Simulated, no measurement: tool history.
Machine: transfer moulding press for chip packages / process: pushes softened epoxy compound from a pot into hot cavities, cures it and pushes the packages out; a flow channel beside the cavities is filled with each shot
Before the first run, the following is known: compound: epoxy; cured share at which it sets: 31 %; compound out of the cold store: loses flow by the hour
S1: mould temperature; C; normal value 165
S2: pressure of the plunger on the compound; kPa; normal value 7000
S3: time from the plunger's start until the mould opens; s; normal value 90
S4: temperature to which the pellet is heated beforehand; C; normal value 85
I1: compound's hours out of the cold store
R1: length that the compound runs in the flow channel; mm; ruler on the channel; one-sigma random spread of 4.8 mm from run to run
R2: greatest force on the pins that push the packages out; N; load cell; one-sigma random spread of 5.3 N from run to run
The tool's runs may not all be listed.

run	day	S1	S2	S3	S4	I1	R1	R2
1	0	165	7000	90	85	34.4	761	170
# day 1.342: cavities cleaned with cleaning compound and waxed
2	1.342	165	7000	90	85	34.1	767	163
3	2.283	165	7000	90	85	21.7	828	167
# day 2.867: cavities cleaned with cleaning compound and waxed
4	3.204	165	7000	90	85	20.6	823	170
5	4.138	165	7000	90	85	26.2	801	171
# day 4.442: cavities cleaned with cleaning compound and waxed
# day 4.933: mould's thermocouples calibrated
6	5.792	165	7000	90	85	26.9	804	175
# day 6.121: cavities cleaned with cleaning compound and waxed
7	7.512	159	7000	90	85	8.4	907	225
# day 7.675: cavities cleaned with cleaning compound and waxed
8	8.967	165	7000	90	85	40.2	743	177
# day 9.304: cavities cleaned with cleaning compound and waxed
9	10.096	165	8060	90	85	31.8	834	171
# day 10.821: cavities cleaned with cleaning compound and waxed
10	12.062	165	8060	90	85	37.6	800	169
# day 12.362: cavities cleaned with cleaning compound and waxed
11	13.729	160	7000	90	85	32.7	785	201
# day 13.938: cavities cleaned with cleaning compound and waxed
# day 14.546: plunger's sealing rings changed
# day 15.562: cavities cleaned with cleaning compound and waxed
12	15.625	160	7000	90	85	26.3	808	200
# day 17.167: cavities cleaned with cleaning compound and waxed
13	17.708	160	7000	90	85	20.4	838	203
# day 18.754: cavities cleaned with cleaning compound and waxed
14	18.9	160	7000	93	86	8.9	889	201
15	20.196	166	8190	99	85	33.2	826	168
# day 20.379: cavities cleaned with cleaning compound and waxed
16	21.658	166	8190	96	85	32.2	833	157
# day 21.9: cavities cleaned with cleaning compound and waxed
17	23.083	164	5640	96	85	47.4	632	166
# day 23.421: cavities cleaned with cleaning compound and waxed
# day 24.967: cavities cleaned with cleaning compound and waxed
18	24.975	164	5640	96	85	33.9	696	164
19	25.946	157	6160	71	94	43.7	698	358
# day 26.579: cavities cleaned with cleaning compound and waxed
20	27.35	165	7220	90	85	9.4	894	171
# day 28.138: cavities cleaned with cleaning compound and waxed
21	28.921	169	7000	71	85	11.1	853	190
# day 29.812: plunger's sealing rings changed
# day 29.875: cavities cleaned with cleaning compound and waxed
22	30.608	172	7000	71	94	36.9	738	165
# day 31.412: cavities cleaned with cleaning compound and waxed
23	32.338	172	7000	71	94	18.5	821	167
# day 33.004: cavities cleaned with cleaning compound and waxed
24	33.579	165	7000	72	85	9.2	877	230
# day 34.567: cavities cleaned with cleaning compound and waxed
25	34.662	162	6310	121	80	27.8	760	165
26	35.583	166	7000	90	85	39.6	740	167

Each row is a separate what-if for the run after 26, all from the same tool condition, not one after another. Results?
# day 36.108: cavities cleaned with cleaning compound and waxed
A	36.512	160	7000	90	85	18.6	?	?
# day 36.108: cavities cleaned with cleaning compound and waxed
B	36.512	164	7000	129	85	38.4	?	?
# day 36.108: cavities cleaned with cleaning compound and waxed
C	36.512	166	7750	90	79	25	?	?

run	R1	R2
A	850	208
B	750	158
C	844	180
Take away the tool's hidden state, keep each run's random variation, and the runs would have read:
run	R1	R2
A	850	206
B	750	157
C	844	179
